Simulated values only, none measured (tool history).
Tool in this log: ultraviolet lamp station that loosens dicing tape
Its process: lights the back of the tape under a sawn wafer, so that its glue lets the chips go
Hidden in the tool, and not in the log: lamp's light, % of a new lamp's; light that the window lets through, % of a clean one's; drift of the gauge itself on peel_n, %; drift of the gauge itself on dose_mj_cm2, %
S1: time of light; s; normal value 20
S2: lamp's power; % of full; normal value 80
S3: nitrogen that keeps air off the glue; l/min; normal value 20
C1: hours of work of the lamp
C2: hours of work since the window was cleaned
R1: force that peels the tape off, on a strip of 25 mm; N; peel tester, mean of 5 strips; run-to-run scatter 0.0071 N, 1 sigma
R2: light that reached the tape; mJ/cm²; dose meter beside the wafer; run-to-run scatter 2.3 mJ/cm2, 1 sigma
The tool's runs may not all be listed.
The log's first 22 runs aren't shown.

Run 23, hour 509.2: usual settings but S2 64 % of full, S3 7 l/min; C1 219; C2 260. Result: R1 1.245 N, R2 145 mJ/cm².
Run 24, hour 538.3: usual settings but S2 86 % of full; C1 240; C2 281. Result: R1 0.341 N, R2 193 mJ/cm².
Run 25, hour 550.1: usual settings but S2 86 % of full; C1 249; C2 290. Result: R1 0.322 N, R2 196 mJ/cm².
Run 26, hour 571.2: usual settings but S1 13 s, S2 76 % of full, S3 9 l/min; C1 264; C2 305. Result: R1 1.690 N, R2 109 mJ/cm².
Run 27, hour 594.6: usual settings but S1 11 s, S2 72 % of full; C1 281; C2 322. Result: R1 1.525 N, R2 90 mJ/cm².
Run 28, hour 621.5: usual settings but S1 30 s, S2 100 % of full, S3 22 l/min; C1 300; C2 341. Result: R1 0.143 N, R2 330 mJ/cm².
Run 29, hour 646.7: usual settings but S1 30 s, S2 100 % of full, S3 22 l/min; C1 318; C2 359. Result: R1 0.135 N, R2 322 mJ/cm².
Run 30, hour 660.9: usual settings but S1 18 s, S2 100 % of full, S3 18 l/min; C1 329; C2 370. Result: R1 0.392 N, R2 189 mJ/cm².
Run 31, hour 681.7: usual settings but S1 17 s; C1 344; C2 385. Result: R1 0.670 N, R2 145 mJ/cm².
Run 32, hour 703.5: usual settings but S2 77 % of full, S3 7 l/min; C1 359; C2 400. Result: R1 1.094 N, R2 161 mJ/cm².
Run 33, hour 723.1: usual settings but S1 24 s, S2 79 % of full, S3 37 l/min; C1 374; C2 415. Result: R1 0.226 N, R2 195 mJ/cm².
Run 34, hour 750.4: usual settings but S1 11 s, S2 79 % of full, S3 12 l/min; C1 393; C2 434. Result: R1 1.919 N, R2 88 mJ/cm².
Run 35, hour 763.9: usual settings but S1 10 s, S2 99 % of full; C1 403; C2 444. Result: R1 1.215 N, R2 100 mJ/cm².
Run 36, hour 777.3: usual settings but S1 21 s, S2 72 % of full; C1 413; C2 454. Result: R1 0.617 N, R2 153 mJ/cm².
Run 37, hour 806.3: usual settings but S1 17 s, S3 24 l/min; C1 433; C2 475. Result: R1 0.656 N, R2 131 mJ/cm².
Run 38, hour 828.0: usual settings but S1 17 s, S3 24 l/min; C1 449; C2 490. Result: R1 0.684 N, R2 131 mJ/cm².
Run 39, hour 857.0: usual settings but S1 17 s, S3 30 l/min; C1 470; C2 511. Result: R1 0.639 N, R2 131 mJ/cm².
Run 40, hour 880.6: usual settings but S3 32 l/min; C1 487; C2 528. Result: R1 0.446 N, R2 149 mJ/cm².
Run 41, hour 903.1: usual settings but S1 13 s, S2 74 % of full; C1 503; C2 544. Result: R1 1.503 N, R2 88 mJ/cm².
Run 42, hour 931.9: usual settings but S1 13 s, S2 63 % of full; C1 524; C2 565. Result: R1 1.867 N, R2 72 mJ/cm².
At hour 936.2: window cleaned of glue's vapour.
Run 43, hour 946.5: usual settings but S1 13 s, S2 63 % of full, S3 21 l/min; C1 534; C2 7. Result: R1 1.494 N, R2 90 mJ/cm².

4 ways to go on from here, each from the tool as it stands after run 43. What would each give?
Run A, hour 975.3: usual settings but S1 11 s, S2 60 % of full, S3 36 l/min; C1 555; C2 28. Result: R1 ?, R2 ?.
Run B, hour 975.3: usual settings but S1 31 s, S2 96 % of full, S3 14 l/min; C1 555; C2 28. Result: R1 ?, R2 ?.
Run C, hour 975.3: usual settings but S1 36 s, S2 63 % of full, S3 9 l/min; C1 555; C2 28. Result: R1 ?, R2 ?.
Run D, hour 975.3: usual settings but S1 21 s, S2 66 % of full, S3 31 l/min; C1 555; C2 28. Result: R1 ?, R2 ?.

run     R1   R2
  A  1.682   71
  B  0.172  312
  C  0.429  242
  D  0.471  144
Had the tool no hidden state, the same runs would have come out as:
run     R1   R2
  A  1.110   93
  B  0.127  411
  C  0.236  318
  D  0.261  191
